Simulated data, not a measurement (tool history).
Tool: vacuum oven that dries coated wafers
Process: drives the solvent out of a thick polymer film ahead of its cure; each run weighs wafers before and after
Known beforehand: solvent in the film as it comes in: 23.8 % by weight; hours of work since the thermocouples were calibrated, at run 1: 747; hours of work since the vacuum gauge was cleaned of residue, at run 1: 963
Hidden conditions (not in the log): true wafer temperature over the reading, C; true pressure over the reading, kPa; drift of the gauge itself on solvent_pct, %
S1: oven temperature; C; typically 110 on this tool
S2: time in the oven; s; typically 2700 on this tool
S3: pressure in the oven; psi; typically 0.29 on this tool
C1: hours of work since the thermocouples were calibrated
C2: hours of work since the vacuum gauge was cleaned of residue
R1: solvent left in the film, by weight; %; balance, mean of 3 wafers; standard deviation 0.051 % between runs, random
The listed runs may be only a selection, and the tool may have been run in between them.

{"run": 1, "hour": 0.0, "S1": 110, "S2": 2700, "S3": 0.29, "C1": 747, "C2": 963, "R1": 3.02}
{"run": 2, "hour": 32.1, "S1": 110, "S2": 2700, "S3": 0.29, "C1": 767, "C2": 983, "R1": 2.97}
{"run": 3, "hour": 71.9, "S1": 110, "S2": 2700, "S3": 0.29, "C1": 791, "C2": 1007, "R1": 3.06}
{"run": 4, "hour": 103.3, "S1": 110, "S2": 2700, "S3": 0.29, "C1": 810, "C2": 1026, "R1": 3.06}
{"run": 5, "hour": 143.5, "S1": 110, "S2": 2700, "S3": 0.29, "C1": 834, "C2": 1051, "R1": 3.03}
{"run": 6, "hour": 181.5, "S1": 110, "S2": 2100, "S3": 0.29, "C1": 857, "C2": 1074, "R1": 3.68}
{"run": 7, "hour": 215.3, "S1": 110, "S2": 2100, "S3": 0.29, "C1": 878, "C2": 1094, "R1": 3.6}
{"run": 8, "hour": 252.0, "S1": 110, "S2": 2100, "S3": 0.29, "C1": 900, "C2": 1117, "R1": 3.64}
{"run": 9, "hour": 288.1, "S1": 110, "S2": 2100, "S3": 0.29, "C1": 922, "C2": 1139, "R1": 3.51}
{"run": 10, "hour": 325.6, "S1": 110, "S2": 2700, "S3": 0.29, "C1": 945, "C2": 1161, "R1": 3.01}
{"run": 11, "hour": 344.5, "S1": 110, "S2": 2700, "S3": 0.29, "C1": 957, "C2": 1173, "R1": 3.08}
{"run": 12, "hour": 365.0, "S1": 110, "S2": 2700, "S3": 0.29, "C1": 969, "C2": 1185, "R1": 3.06}
{"run": 13, "hour": 384.0, "S1": 110, "S2": 2700, "S3": 0.29, "C1": 981, "C2": 1197, "R1": 3.06}
{"hour": 401.4, "done": "oven's thermocouples calibrated"}
{"run": 14, "hour": 415.0, "S1": 110, "S2": 2700, "S3": 0.29, "C1": 8, "C2": 1215, "R1": 3.44}
{"run": 15, "hour": 444.0, "S1": 110, "S2": 2700, "S3": 0.29, "C1": 26, "C2": 1232, "R1": 3.51}
{"run": 16, "hour": 471.8, "S1": 110, "S2": 2700, "S3": 0.173, "C1": 43, "C2": 1249, "R1": 2.55}
{"run": 17, "hour": 499.9, "S1": 112, "S2": 2700, "S3": 0.29, "C1": 60, "C2": 1266, "R1": 3.1}
{"run": 18, "hour": 525.8, "S1": 110, "S2": 2700, "S3": 0.29, "C1": 76, "C2": 1282, "R1": 3.56}
{"run": 19, "hour": 554.1, "S1": 110, "S2": 2700, "S3": 0.29, "C1": 93, "C2": 1299, "R1": 3.39}
{"run": 20, "hour": 589.8, "S1": 110, "S2": 2700, "S3": 0.29, "C1": 115, "C2": 1321, "R1": 3.57}
{"run": 21, "hour": 623.7, "S1": 110, "S2": 2700, "S3": 0.29, "C1": 135, "C2": 1342, "R1": 3.47}
{"run": 22, "hour": 655.7, "S1": 110, "S2": 2700, "S3": 0.29, "C1": 155, "C2": 1361, "R1": 3.5}
{"run": 23, "hour": 688.8, "S1": 107, "S2": 2700, "S3": 0.29, "C1": 175, "C2": 1381, "R1": 4.33}
{"run": 24, "hour": 715.5, "S1": 107, "S2": 2700, "S3": 0.29, "C1": 191, "C2": 1397, "R1": 4.11}
{"run": 25, "hour": 739.6, "S1": 107, "S2": 2700, "S3": 0.29, "C1": 206, "C2": 1412, "R1": 4.31}
{"run": 26, "hour": 777.0, "S1": 107, "S2": 2700, "S3": 0.29, "C1": 229, "C2": 1435, "R1": 4.11}
{"run": 27, "hour": 795.8, "S1": 122, "S2": 2700, "S3": 1.12, "C1": 240, "C2": 1446, "R1": 6.23}
{"run": 28, "hour": 821.3, "S1": 95, "S2": 3300, "S3": 1.118, "C1": 256, "C2": 1462, "R1": 17.23}
{"run": 29, "hour": 843.9, "S1": 111, "S2": 2160, "S3": 0.184, "C1": 269, "C2": 1476, "R1": 2.98}
{"run": 30, "hour": 880.4, "S1": 111, "S2": 2160, "S3": 0.184, "C1": 292, "C2": 1498, "R1": 3.02}
{"hour": 884.4, "done": "vacuum gauge cleaned of residue and calibrated"}
{"run": 31, "hour": 909.3, "S1": 111, "S2": 2160, "S3": 0.184, "C1": 308, "C2": 15, "R1": 3.38}
{"run": 32, "hour": 928.4, "S1": 111, "S2": 2160, "S3": 0.184, "C1": 320, "C2": 27, "R1": 3.42}
{"run": 33, "hour": 971.2, "S1": 124, "S2": 2700, "S3": 0.596, "C1": 346, "C2": 53, "R1": 3.59}
{"run": 34, "hour": 1002.8, "S1": 124, "S2": 2700, "S3": 0.596, "C1": 365, "C2": 72, "R1": 3.56}
{"hour": 1023.3, "done": "vacuum gauge cleaned of residue and calibrated, once more"}
{"run": 35, "hour": 1023.3, "S1": 124, "S2": 2700, "S3": 0.596, "C1": 377, "C2": 0, "R1": 2.97}
{"run": 36, "hour": 1066.6, "S1": 122, "S2": 1860, "S3": 0.628, "C1": 403, "C2": 26, "R1": 3.47}
{"run": 37, "hour": 1110.0, "S1": 122, "S2": 1860, "S3": 0.628, "C1": 429, "C2": 53, "R1": 3.41}
{"run": 38, "hour": 1150.5, "S1": 122, "S2": 4620, "S3": 0.95, "C1": 454, "C2": 77, "R1": 5.04}
{"run": 39, "hour": 1176.0, "S1": 122, "S2": 4620, "S3": 0.95, "C1": 470, "C2": 93, "R1": 5.02}
{"run": 40, "hour": 1212.2, "S1": 104, "S2": 2160, "S3": 0.857, "C1": 492, "C2": 115, "R1": 10.49}
{"run": 41, "hour": 1253.3, "S1": 104, "S2": 2160, "S3": 0.27, "C1": 517, "C2": 140, "R1": 5.24}
{"run": 42, "hour": 1277.2, "S1": 110, "S2": 1440, "S3": 0.29, "C1": 531, "C2": 155, "R1": 5.16}
{"run": 43, "hour": 1297.6, "S1": 112, "S2": 2520, "S3": 0.453, "C1": 544, "C2": 167, "R1": 3.81}
{"run": 44, "hour": 1339.9, "S1": 112, "S2": 2520, "S3": 0.453, "C1": 569, "C2": 193, "R1": 3.82}
{"run": 45, "hour": 1382.3, "S1": 110, "S2": 2700, "S3": 0.363, "C1": 595, "C2": 218, "R1": 3.53}
{"run": 46, "hour": 1408.5, "S1": 110, "S2": 2700, "S3": 0.363, "C1": 611, "C2": 234, "R1": 3.44}
{"run": 47, "hour": 1430.8, "S1": 110, "S2": 2700, "S3": 0.957, "C1": 625, "C2": 248, "R1": 7.86}

What differs in the tool's unlogged condition from the final listed run ahead of each entry between runs to the first listed run following it?
After run 13, before run 14: oven's thermocouples calibrated (hour 401.4)
  true wafer temperature over the reading, C: 2.15 -> -0.06; true pressure over the reading, kPa: 0.382 -> 0.388
  the result without the hidden state subtracted from the measured one, R1: -0.01 -> +0.44 %
After run 30, before run 31: vacuum gauge cleaned of residue and calibrated (hour 884.4)
  true wafer temperature over the reading, C: 0.46 -> 0.49; true pressure over the reading, kPa: 0.481 -> 0.748
  the result without the hidden state subtracted from the measured one, R1: +0.4 -> +0.67 %
After run 34, before run 35: vacuum gauge cleaned of residue and calibrated, once more (hour 1023.3)
  true wafer temperature over the reading, C: 0.59 -> 0.61; true pressure over the reading, kPa: 0.767 -> -0.001
  the result without the hidden state subtracted from the measured one, R1: +0.5 -> -0.07 %
